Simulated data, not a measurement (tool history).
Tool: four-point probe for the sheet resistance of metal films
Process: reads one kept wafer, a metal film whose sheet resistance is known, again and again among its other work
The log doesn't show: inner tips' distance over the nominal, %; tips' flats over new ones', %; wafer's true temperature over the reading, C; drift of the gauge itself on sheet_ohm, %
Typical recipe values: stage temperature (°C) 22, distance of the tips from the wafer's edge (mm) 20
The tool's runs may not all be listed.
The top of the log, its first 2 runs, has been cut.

| run | hour | stage temperature (°C) | distance of the tips from the wafer's edge (mm) | touches since the probe head was changed | hours of work since the stage's thermometer was calibrated | sheet resistance as the instrument gives it (ohm/square) |
|---|---|---|---|---|---|---|
| 3 | 40.7 | 19 | 20 | 16617 | 546 | 12.081512 |
| 4 | 68 | 19 | 20 | 17499 | 557 | 12.079754 |
| 5 | 93.2 | 19 | 20 | 18310 | 567 | 12.075982 |
| 6 | 120.1 | 22 | 10 | 19178 | 579 | 12.103302 |
| 7 | 150.7 | 34 | 20 | 20169 | 591 | 12.106629 |
| 8 | 171.9 | 34 | 20 | 20850 | 600 | 12.103083 |
| 9 | 203.4 | 34 | 20 | 21870 | 613 | 12.105716 |
| 10 | 235.9 | 34 | 20 | 22918 | 626 | 12.108139 |
| 11 | 250.4 | 34 | 20 | 23387 | 632 | 12.107714 |
| 12 | 267.6 | 27 | 20 | 23942 | 640 | 12.09315 |
| 13 | 292.5 | 27 | 20 | 24745 | 650 | 12.093994 |
| 14 | 314.7 | 27 | 20 | 25462 | 659 | 12.09251 |
| 15 | 348.3 | 22 | 20 | 26547 | 673 | 12.086612 |
| 16 | 381.2 | 22 | 20 | 27610 | 687 | 12.086297 |
| 17 | 397.9 | 22 | 4 | 28150 | 693 | 12.2425 |
| 18 | 416.4 | 22 | 4 | 28747 | 701 | 12.234054 |
| 19 | 439.8 | 22 | 5 | 29500 | 711 | 12.188652 |

For run 20, what comes out?
| 20 | 464.8 | 22 | 5 | 30307 | 721 | ? |

{"run 20": {"sheet resistance as the instrument gives it (ohm/square)": 12.180396}}
Take away the tool's hidden state, keep the run-to-run variation as it was, and the same run would have given sheet resistance as the instrument gives it (ohm/square) 12.180107.
